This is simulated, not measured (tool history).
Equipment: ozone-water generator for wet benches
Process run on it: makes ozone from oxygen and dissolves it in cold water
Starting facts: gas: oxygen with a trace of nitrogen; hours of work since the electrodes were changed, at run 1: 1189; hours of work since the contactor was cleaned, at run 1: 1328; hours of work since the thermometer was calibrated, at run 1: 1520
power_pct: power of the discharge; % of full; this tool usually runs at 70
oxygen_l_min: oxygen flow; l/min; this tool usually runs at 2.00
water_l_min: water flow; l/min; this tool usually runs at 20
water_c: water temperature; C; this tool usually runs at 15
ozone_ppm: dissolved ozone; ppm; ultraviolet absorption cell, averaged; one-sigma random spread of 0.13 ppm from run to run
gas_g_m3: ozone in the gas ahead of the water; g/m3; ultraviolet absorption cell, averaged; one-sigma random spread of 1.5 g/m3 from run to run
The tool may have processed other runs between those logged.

run   hour  power_pct  oxygen_l_min  water_l_min  water_c  hours of work since the electrodes were changed  hours of work since the contactor was cleaned  hours of work since the thermometer was calibrated  ozone_ppm  gas_g_m3
  1    0.0         70          2.00           20       15                                             1189                                           1328                                                1520       15.0     278.2
  2   35.2         70          1.47           20       15                                             1223                                           1362                                                1554       13.3     320.2
  3   83.6         70          1.47           20       15                                             1270                                           1408                                                1601       13.3     321.7
  4  124.4         70          1.47           20       15                                             1309                                           1448                                                1640       13.5     325.0
  5  154.1         70          2.00           20       15                                             1338                                           1476                                                1669       14.6     276.5
  6  179.3         70          2.00           20       15                                             1362                                           1501                                                1693       14.9     277.8
  7  222.6         70          2.00           20       15                                             1404                                           1542                                                1735       14.9     277.2
  8  249.9         70          2.00           20       15                                             1430                                           1569                                                1761       14.9     279.3
  9  277.3         70          2.00           20       15                                             1457                                           1595                                                1788       14.9     277.9
 10  310.5         70          2.00           20        8                                             1489                                           1627                                                1820       15.5     281.5
 11  338.9         70          2.00           20        8                                             1516                                           1655                                                1847       15.7     279.8
 12  371.3         70          1.42           20       15                                             1547                                           1686                                                1878       13.2     330.5
 13  420.0         70          1.71           20       15                                             1594                                           1733                                                1925       13.9     303.4
 14  451.3         70          2.00           20       11                                             1625                                           1763                                                1956       15.2     277.9
 15  496.9         41          1.38           32       17                                             1669                                           1807                                                2000        4.7     228.7
 16  545.3         70          3.02           20       15                                             1715                                           1854                                                2046       16.4     231.5
 17  582.3         70          1.25           12        8                                             1751                                           1889                                                2082       24.0     353.4
 18  608.1         70          1.25           19        8                                             1776                                           1914                                                2107       14.0     357.8
 19  654.3         74          2.00           17       15                                             1820                                           1959                                                2151       18.2     294.4
 20  701.3         86          2.00           29        8                                             1866                                           2004                                                2197       11.2     328.9
 21  721.7         86          1.17           29       12                                             1885                                           2024                                                2217        9.0     428.5
 22  752.4         45          2.34           20       15                                             1915                                           2054                                                2246       11.2     187.7
 23  799.9         45          2.34           20       15                                             1961                                           2099                                                2292       11.0     191.8

Each row is a separate what-if for the run after 23, all from the same tool condition, not one after another. Results?
  A  829.3         70          1.04           23       15                                             1989                                           2128                                                2320          ?         ?
  B  829.3         43          2.34           20       15                                             1989                                           2128                                                2320          ?         ?
  C  829.3         45          3.49           20       12                                             1989                                           2128                                                2320          ?         ?

run  ozone_ppm  gas_g_m3
  A        9.8     391.4
  B       10.7     183.3
  C       12.7     156.6
Take away the tool's hidden state, keep each run's random variation, and the runs would have read:
run  ozone_ppm  gas_g_m3
  A        9.8     383.8
  B       10.7     179.7
  C       12.7     153.6

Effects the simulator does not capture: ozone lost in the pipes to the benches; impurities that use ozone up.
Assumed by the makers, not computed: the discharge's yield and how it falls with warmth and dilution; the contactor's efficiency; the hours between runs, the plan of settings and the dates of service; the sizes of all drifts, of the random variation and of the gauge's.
